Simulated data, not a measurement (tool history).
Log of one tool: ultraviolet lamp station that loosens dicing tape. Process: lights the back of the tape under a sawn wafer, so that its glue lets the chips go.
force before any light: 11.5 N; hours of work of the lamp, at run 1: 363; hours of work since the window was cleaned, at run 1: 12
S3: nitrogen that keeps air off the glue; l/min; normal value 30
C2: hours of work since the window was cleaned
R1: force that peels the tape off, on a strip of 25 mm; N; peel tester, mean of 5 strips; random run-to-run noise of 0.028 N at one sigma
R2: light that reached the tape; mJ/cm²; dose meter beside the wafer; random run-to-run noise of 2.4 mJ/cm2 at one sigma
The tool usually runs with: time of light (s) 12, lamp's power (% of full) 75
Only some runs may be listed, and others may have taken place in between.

{"run": 1, "hour": 0.0, "time of light (s)": 12, "lamp's power (% of full)": 75, "S3": 30, "hours of work of the lamp": 363, "C2": 12, "R1": 1.373, "R2": 265}
{"run": 2, "hour": 18.2, "time of light (s)": 12, "lamp's power (% of full)": 75, "S3": 30, "hours of work of the lamp": 376, "C2": 26, "R1": 1.329, "R2": 263}
{"run": 3, "hour": 55.1, "time of light (s)": 12, "lamp's power (% of full)": 75, "S3": 30, "hours of work of the lamp": 402, "C2": 52, "R1": 1.371, "R2": 265}
{"run": 4, "hour": 82.6, "time of light (s)": 12, "lamp's power (% of full)": 75, "S3": 30, "hours of work of the lamp": 422, "C2": 72, "R1": 1.384, "R2": 263}
{"run": 5, "hour": 121.6, "time of light (s)": 12, "lamp's power (% of full)": 75, "S3": 30, "hours of work of the lamp": 451, "C2": 100, "R1": 1.404, "R2": 262}
{"run": 6, "hour": 146.3, "time of light (s)": 12, "lamp's power (% of full)": 75, "S3": 30, "hours of work of the lamp": 468, "C2": 118, "R1": 1.417, "R2": 265}
{"run": 7, "hour": 165.2, "time of light (s)": 12, "lamp's power (% of full)": 75, "S3": 30, "hours of work of the lamp": 482, "C2": 132, "R1": 1.368, "R2": 264}
{"run": 8, "hour": 197.9, "time of light (s)": 12, "lamp's power (% of full)": 75, "S3": 30, "hours of work of the lamp": 506, "C2": 155, "R1": 1.377, "R2": 262}
{"run": 9, "hour": 222.7, "time of light (s)": 12, "lamp's power (% of full)": 75, "S3": 28, "hours of work of the lamp": 524, "C2": 173, "R1": 1.467, "R2": 261}
{"run": 10, "hour": 242.7, "time of light (s)": 12, "lamp's power (% of full)": 75, "S3": 28, "hours of work of the lamp": 538, "C2": 188, "R1": 1.485, "R2": 265}
{"run": 11, "hour": 267.6, "time of light (s)": 12, "lamp's power (% of full)": 75, "S3": 28, "hours of work of the lamp": 556, "C2": 206, "R1": 1.548, "R2": 266}
{"run": 12, "hour": 300.6, "time of light (s)": 12, "lamp's power (% of full)": 72, "S3": 30, "hours of work of the lamp": 580, "C2": 230, "R1": 1.541, "R2": 254}
{"run": 13, "hour": 342.2, "time of light (s)": 12, "lamp's power (% of full)": 100, "S3": 30, "hours of work of the lamp": 610, "C2": 260, "R1": 0.702, "R2": 352}

Run 14 is up next; what results do you expect?
{"hour": 368.9, "done": "window cleaned of glue's vapour"}
{"run": 14, "hour": 373.1, "time of light (s)": 12, "lamp's power (% of full)": 100, "S3": 30, "hours of work of the lamp": 632, "C2": 3, "R1": "?", "R2": "?"}

{"run 14": {"R1": 0.699, "R2": 354}}
If the tool had no hidden condition, the same run with the same run-to-run variation would have returned R1 0.698 N, R2 354 mJ/cm².
